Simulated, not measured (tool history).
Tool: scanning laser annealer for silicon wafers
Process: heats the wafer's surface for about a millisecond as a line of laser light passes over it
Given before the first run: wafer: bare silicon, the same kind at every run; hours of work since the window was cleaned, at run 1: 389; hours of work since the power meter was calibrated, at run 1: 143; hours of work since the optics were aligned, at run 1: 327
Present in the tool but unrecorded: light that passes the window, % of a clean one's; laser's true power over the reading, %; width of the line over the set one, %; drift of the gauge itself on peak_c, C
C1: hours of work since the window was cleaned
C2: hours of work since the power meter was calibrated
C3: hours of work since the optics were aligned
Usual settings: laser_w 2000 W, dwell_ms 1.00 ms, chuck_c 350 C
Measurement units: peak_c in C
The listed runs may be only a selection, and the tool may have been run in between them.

run 1 hour=0.0 | laser_w=2000 dwell_ms=1.00 chuck_c=350 | C1=389 C2=143 C3=327 | peak_c=1112
run 2 hour=10.2 | laser_w=2000 dwell_ms=1.00 chuck_c=350 | C1=394 C2=148 C3=332 | peak_c=1117
run 3 hour=24.2 | laser_w=2000 dwell_ms=1.00 chuck_c=350 | C1=400 C2=154 C3=339 | peak_c=1113
run 4 hour=45.3 | laser_w=2000 dwell_ms=1.00 chuck_c=310 | C1=410 C2=164 C3=349 | peak_c=1071
run 5 hour=59.9 | laser_w=1952 dwell_ms=1.00 chuck_c=350 | C1=417 C2=171 C3=356 | peak_c=1093
run 6 hour=71.9 | laser_w=1952 dwell_ms=1.00 chuck_c=350 | C1=423 C2=177 C3=361 | peak_c=1092
run 7 hour=81.8 | laser_w=1952 dwell_ms=1.00 chuck_c=350 | C1=428 C2=182 C3=366 | peak_c=1093
run 8 hour=95.4 | laser_w=1952 dwell_ms=1.00 chuck_c=350 | C1=434 C2=188 C3=373 | peak_c=1095
run 9 hour=108.2 | laser_w=1952 dwell_ms=1.09 chuck_c=350 | C1=440 C2=194 C3=379 | peak_c=1120
run 10 hour=120.7 | laser_w=2000 dwell_ms=1.00 chuck_c=350 | C1=446 C2=200 C3=385 | peak_c=1108
run 11 hour=134.8 | laser_w=2000 dwell_ms=1.00 chuck_c=350 | C1=453 C2=207 C3=391 | peak_c=1109
run 12 hour=146.5 | laser_w=2000 dwell_ms=1.00 chuck_c=350 | C1=458 C2=212 C3=397 | peak_c=1106
run 13 hour=162.1 | laser_w=2000 dwell_ms=1.00 chuck_c=350 | C1=466 C2=220 C3=404 | peak_c=1106
run 14 hour=180.4 | laser_w=2000 dwell_ms=1.00 chuck_c=350 | C1=474 C2=228 C3=413 | peak_c=1107
run 15 hour=204.2 | laser_w=2000 dwell_ms=1.00 chuck_c=350 | C1=486 C2=240 C3=424 | peak_c=1106
run 16 hour=222.6 | laser_w=2000 dwell_ms=1.00 chuck_c=344 | C1=494 C2=248 C3=433 | peak_c=1100
run 17 hour=239.2 | laser_w=1928 dwell_ms=1.05 chuck_c=350 | C1=502 C2=256 C3=441 | peak_c=1100
run 18 hour=257.4 | laser_w=1827 dwell_ms=0.79 chuck_c=350 | C1=511 C2=265 C3=450 | peak_c=973
run 19 hour=274.0 | laser_w=1827 dwell_ms=0.79 chuck_c=350 | C1=519 C2=273 C3=457 | peak_c=973
run 20 hour=290.7 | laser_w=1827 dwell_ms=0.79 chuck_c=350 | C1=527 C2=281 C3=465 | peak_c=976
run 21 hour=312.4 | laser_w=1827 dwell_ms=0.79 chuck_c=350 | C1=537 C2=291 C3=476 | peak_c=975
run 22 hour=326.4 | laser_w=1827 dwell_ms=0.79 chuck_c=350 | C1=544 C2=298 C3=482 | peak_c=973
run 23 hour=344.8 | laser_w=2000 dwell_ms=1.00 chuck_c=340 | C1=552 C2=306 C3=491 | peak_c=1094
run 24 hour=364.0 | laser_w=2058 dwell_ms=0.90 chuck_c=340 | C1=562 C2=316 C3=500 | peak_c=1074
run 25 hour=376.3 | laser_w=2058 dwell_ms=0.90 chuck_c=340 | C1=567 C2=321 C3=506 | peak_c=1076
run 26 hour=400.1 | laser_w=2058 dwell_ms=0.90 chuck_c=340 | C1=579 C2=333 C3=517 | peak_c=1079
run 27 hour=422.5 | laser_w=1786 dwell_ms=1.17 chuck_c=327 | C1=589 C2=343 C3=528 | peak_c=1050
run 28 hour=441.4 | laser_w=1786 dwell_ms=1.17 chuck_c=327 | C1=598 C2=352 C3=537 | peak_c=1053
run 29 hour=452.8 | laser_w=1882 dwell_ms=1.00 chuck_c=334 | C1=604 C2=358 C3=542 | peak_c=1044
run 30 hour=463.0 | laser_w=1882 dwell_ms=1.16 chuck_c=368 | C1=609 C2=363 C3=547 | peak_c=1127
run 31 hour=481.0 | laser_w=1882 dwell_ms=1.16 chuck_c=368 | C1=617 C2=371 C3=556 | peak_c=1124

5 options for the next run, each taken on its own from the tool as it stands now. Forecast them:
run A hour=494.5 | laser_w=1832 dwell_ms=0.88 chuck_c=382 | C1=624 C2=377 C3=562 | peak_c=?
run B hour=494.5 | laser_w=2000 dwell_ms=0.93 chuck_c=343 | C1=624 C2=377 C3=562 | peak_c=?
run C hour=494.5 | laser_w=1820 dwell_ms=1.20 chuck_c=328 | C1=624 C2=377 C3=562 | peak_c=?
run D hour=494.5 | laser_w=1923 dwell_ms=0.78 chuck_c=375 | C1=624 C2=377 C3=562 | peak_c=?
run E hour=494.5 | laser_w=1745 dwell_ms=1.23 chuck_c=323 | C1=624 C2=377 C3=562 | peak_c=?

run=A peak_c=1037
run=B peak_c=1069
run=C peak_c=1075
run=D peak_c=1022
run=E peak_c=1048
The same runs, with their run-to-run variation unchanged, on a tool lacking any hidden condition would have given:
run=A peak_c=1066
run=B peak_c=1101
run=C peak_c=1107
run=D peak_c=1051
run=E peak_c=1080

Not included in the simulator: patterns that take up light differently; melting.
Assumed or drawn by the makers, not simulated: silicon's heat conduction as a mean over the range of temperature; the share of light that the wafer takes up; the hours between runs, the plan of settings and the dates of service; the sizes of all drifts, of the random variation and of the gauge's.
